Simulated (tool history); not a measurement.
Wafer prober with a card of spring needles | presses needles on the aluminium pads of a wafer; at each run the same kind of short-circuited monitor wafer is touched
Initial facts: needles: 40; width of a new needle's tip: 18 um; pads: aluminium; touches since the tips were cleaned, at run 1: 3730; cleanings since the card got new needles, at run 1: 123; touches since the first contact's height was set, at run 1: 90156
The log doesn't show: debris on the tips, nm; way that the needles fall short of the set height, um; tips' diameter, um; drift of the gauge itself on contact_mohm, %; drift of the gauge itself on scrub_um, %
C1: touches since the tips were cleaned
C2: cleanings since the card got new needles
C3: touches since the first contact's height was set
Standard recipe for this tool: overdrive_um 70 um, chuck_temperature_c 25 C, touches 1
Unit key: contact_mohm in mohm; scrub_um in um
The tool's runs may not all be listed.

Run 1, day 0: usual settings; C1 3730; C2 123; C3 90156. Result: contact_mohm 218 mohm, scrub_um 16.05 um.
At day 0.471: tips cleaned on abrasive film.
At day 1.1: tips cleaned on abrasive film.
At day 1.883: tips cleaned on abrasive film.
At day 2.508: tips cleaned on abrasive film.
At day 3.138: tips cleaned on abrasive film.
Run 2, day 3.217: usual settings; C1 1026; C2 128; C3 130467. Result: contact_mohm 182 mohm, scrub_um 15.93 um.
At day 3.696: height of the first contact set anew.
At day 3.858: tips cleaned on abrasive film.
At day 4.638: tips cleaned on abrasive film.
At day 5.267: tips cleaned on abrasive film.
At day 6.05: tips cleaned on abrasive film.
At day 6.833: tips cleaned on abrasive film.
Run 3, day 6.917: usual settings; C1 1064; C2 133; C3 40349. Result: contact_mohm 180 mohm, scrub_um 16.18 um.
At day 7.542: tips cleaned on abrasive film.
At day 8.171: tips cleaned on abrasive film.
At day 8.954: tips cleaned on abrasive film.
At day 9.579: tips cleaned on abrasive film.
Run 4, day 9.95: usual settings; C1 4656; C2 137; C3 78396. Result: contact_mohm 224 mohm, scrub_um 16.13 um.
At day 10.267: tips cleaned on abrasive film.
At day 10.892: tips cleaned on abrasive film.
At day 11.521: tips cleaned on abrasive film.
At day 12.146: tips cleaned on abrasive film.
At day 12.929: tips cleaned on abrasive film.
Run 5, day 13.288: usual settings; C1 4497; C2 142; C3 120215. Result: contact_mohm 230 mohm, scrub_um 15.97 um.
At day 13.6: tips cleaned on abrasive film.
At day 14.229: tips cleaned on abrasive film.
At day 14.554: height of the first contact set anew.
At day 14.867: tips cleaned on abrasive film.
Run 6, day 15.438: usual settings but chuck_temperature_c 36 C; C1 7167; C2 145; C3 11096. Result: contact_mohm 233 mohm, scrub_um 16.29 um.
At day 15.596: tips cleaned on abrasive film.
At day 16.379: tips cleaned on abrasive film.
At day 17.162: tips cleaned on abrasive film.
At day 17.946: tips cleaned on abrasive film.
At day 18.571: tips cleaned on abrasive film.
Run 7, day 18.925: usual settings; C1 4460; C2 150; C3 54841. Result: contact_mohm 225 mohm, scrub_um 16.17 um.
At day 19.242: tips cleaned on abrasive film.
At day 19.867: tips cleaned on abrasive film.
At day 20.496: tips cleaned on abrasive film.
At day 21.279: tips cleaned on abrasive film.
Run 8, day 21.658: usual settings; C1 4770; C2 154; C3 89074. Result: contact_mohm 233 mohm, scrub_um 16.04 um.
At day 21.971: tips cleaned on abrasive film.
At day 22.6: tips cleaned on abrasive film.
At day 23.225: tips cleaned on abrasive film.
At day 23.854: tips cleaned on abrasive film.
At day 24.479: tips cleaned on abrasive film.
At day 25.108: tips cleaned on abrasive film.
Run 9, day 25.138: usual settings; C1 378; C2 160; C3 132667. Result: contact_mohm 171 mohm, scrub_um 15.94 um.
At day 25.462: height of the first contact set anew.
At day 25.779: tips cleaned on abrasive film.
At day 26.404: tips cleaned on abrasive film.
At day 27.033: tips cleaned on abrasive film.
At day 27.812: tips cleaned on abrasive film.
At day 28.442: tips cleaned on abrasive film.
Run 10, day 28.958: usual settings; C1 6524; C2 165; C3 43845. Result: contact_mohm 237 mohm, scrub_um 16.16 um.
At day 29.117: tips cleaned on abrasive film.
At day 29.746: tips cleaned on abrasive film.
At day 30.371: tips cleaned on abrasive film.
At day 31.154: tips cleaned on abrasive film.
Run 11, day 31.35: usual settings; C1 2469; C2 169; C3 73813. Result: contact_mohm 213 mohm, scrub_um 16.09 um.
At day 31.821: tips cleaned on abrasive film.
At day 32.45: tips cleaned on abrasive film.
At day 33.075: tips cleaned on abrasive film.
At day 33.842: tips cleaned on abrasive film.
Run 12, day 33.842: usual settings; C1 0; C2 173; C3 105031. Result: contact_mohm 153 mohm, scrub_um 16 um.
At day 34.471: tips cleaned on abrasive film.
At day 35.254: tips cleaned on abrasive film.
At day 36.038: tips cleaned on abrasive film.
At day 36.358: height of the first contact set anew.
At day 36.675: tips cleaned on abrasive film.
At day 37.304: tips cleaned on abrasive film.
Run 13, day 37.575: usual settings but overdrive_um 79 um, chuck_temperature_c 44 C, touches 2; C1 3447; C2 178; C3 15233. Result: contact_mohm 180 mohm, scrub_um 18.32 um.
At day 38.046: tips cleaned on abrasive film.
At day 38.675: tips cleaned on abrasive film.
At day 39.3: tips cleaned on abrasive film.
Run 14, day 39.675: usual settings but overdrive_um 69 um, chuck_temperature_c 53 C; C1 4722; C2 181; C3 41562. Result: contact_mohm 236 mohm, scrub_um 15.95 um.
At day 39.992: tips cleaned on abrasive film.
At day 40.775: tips cleaned on abrasive film.
At day 41.4: tips cleaned on abrasive film.
At day 42.029: tips cleaned on abrasive film.
Run 15, day 42.117: usual settings but overdrive_um 69 um, chuck_temperature_c 53 C; C1 1102; C2 185; C3 72127. Result: contact_mohm 201 mohm, scrub_um 15.85 um.
At day 42.742: tips cleaned on abrasive film.
At day 43.525: tips cleaned on abrasive film.
At day 44.154: tips cleaned on abrasive film.
At day 44.779: tips cleaned on abrasive film.
At day 45.562: tips cleaned on abrasive film.
Run 16, day 45.708: usual settings but overdrive_um 87 um, chuck_temperature_c 53 C, touches 2; C1 1822; C2 190; C3 117162. Result: contact_mohm 174 mohm, scrub_um 19.94 um.
At day 46.333: tips cleaned on abrasive film.
At day 46.962: tips cleaned on abrasive film.
At day 47.283: height of the first contact set anew.
At day 47.6: tips cleaned on abrasive film.
At day 48.229: tips cleaned on abrasive film.
At day 48.854: tips cleaned on abrasive film.
Run 17, day 49.458: usual settings but overdrive_um 87 um, chuck_temperature_c 53 C, touches 2; C1 7613; C2 195; C3 27255. Result: contact_mohm 186 mohm, scrub_um 20.17 um.
At day 49.617: tips cleaned on abrasive film.
At day 50.246: tips cleaned on abrasive film.
At day 50.871: tips cleaned on abrasive film.
At day 51.654: tips cleaned on abrasive film.
At day 52.438: tips cleaned on abrasive film.
Run 18, day 52.604: usual settings but overdrive_um 72 um, chuck_temperature_c 33 C, touches 2; C1 2069; C2 200; C3 66645. Result: contact_mohm 191 mohm, scrub_um 16.6 um.
At day 53.075: tips cleaned on abrasive film.
At day 53.7: tips cleaned on abrasive film.
At day 54.483: tips cleaned on abrasive film.
Run 19, day 54.696: usual settings but overdrive_um 72 um, chuck_temperature_c 33 C, touches 2; C1 2644; C2 203; C3 92865. Result: contact_mohm 187 mohm, scrub_um 16.5 um.
At day 55.167: tips cleaned on abrasive film.
At day 55.792: tips cleaned on abrasive film.
At day 56.575: tips cleaned on abrasive film.
Run 20, day 56.633: usual settings but overdrive_um 69 um, chuck_temperature_c 30 C, touches 2; C1 721; C2 206; C3 117158. Result: contact_mohm 167 mohm, scrub_um 15.76 um.
At day 57.258: tips cleaned on abrasive film.
At day 57.888: tips cleaned on abrasive film.
At day 58.208: height of the first contact set anew.
Run 21, day 58.262: usual settings but chuck_temperature_c 34 C; C1 4610; C2 208; C3 682. Result: contact_mohm 243 mohm, scrub_um 16.3 um.
At day 58.579: tips cleaned on abrasive film.
At day 59.208: tips cleaned on abrasive film.
At day 59.833: tips cleaned on abrasive film.
Run 22, day 60.379: usual settings but chuck_temperature_c 70 C; C1 6848; C2 211; C3 27172. Result: contact_mohm 245 mohm, scrub_um 16.24 um.
At day 60.538: tips cleaned on abrasive film.
At day 61.162: tips cleaned on abrasive film.
At day 61.946: tips cleaned on abrasive film.
At day 62.575: tips cleaned on abrasive film.
Run 23, day 62.779: usual settings but chuck_temperature_c 70 C; C1 2615; C2 215; C3 57284. Result: contact_mohm 237 mohm, scrub_um 16.15 um.
At day 63.254: tips cleaned on abrasive film.
At day 63.879: tips cleaned on abrasive film.
At day 64.508: tips cleaned on abrasive film.
At day 65.133: tips cleaned on abrasive film.
Run 24, day 65.35: usual settings but chuck_temperature_c 36 C; C1 2709; C2 219; C3 89455. Result: contact_mohm 230 mohm, scrub_um 16.05 um.

Below are 5 alternative next runs, each starting from the tool's condition after run 24. Predict each:
At day 65.821: tips cleaned on abrasive film.
At day 66.604: tips cleaned on abrasive film.
At day 67.229: tips cleaned on abrasive film.
Run A, day 67.754: usual settings but overdrive_um 62 um, chuck_temperature_c 92 C, touches 2; C1 6631; C2 222; C3 119660. Result: contact_mohm ?, scrub_um ?.
At day 65.821: tips cleaned on abrasive film.
At day 66.604: tips cleaned on abrasive film.
At day 67.229: tips cleaned on abrasive film.
Run B, day 67.754: usual settings but overdrive_um 55 um, chuck_temperature_c 114 C; C1 6631; C2 222; C3 119660. Result: contact_mohm ?, scrub_um ?.
At day 65.821: tips cleaned on abrasive film.
At day 66.604: tips cleaned on abrasive film.
At day 67.229: tips cleaned on abrasive film.
Run C, day 67.754: usual settings but chuck_temperature_c 26 C; C1 6631; C2 222; C3 119660. Result: contact_mohm ?, scrub_um ?.
At day 65.821: tips cleaned on abrasive film.
At day 66.604: tips cleaned on abrasive film.
At day 67.229: tips cleaned on abrasive film.
Run D, day 67.754: usual settings but overdrive_um 67 um, chuck_temperature_c 57 C; C1 6631; C2 222; C3 119660. Result: contact_mohm ?, scrub_um ?.
At day 65.821: tips cleaned on abrasive film.
At day 66.604: tips cleaned on abrasive film.
At day 67.229: tips cleaned on abrasive film.
Run E, day 67.754: usual settings but overdrive_um 68 um, chuck_temperature_c 27 C, touches 3; C1 6631; C2 222; C3 119660. Result: contact_mohm ?, scrub_um ?.

run  contact_mohm  scrub_um
  A           238     14.14
  B           316     12.49
  C           256     15.97
  D           266     15.28
  E           188     15.53
What these runs would have given with no unlogged condition in the tool:
run  contact_mohm  scrub_um
  A           158     14.45
  B           159      12.8
  C           143     16.28
  D           149     15.59
  E           143     15.83
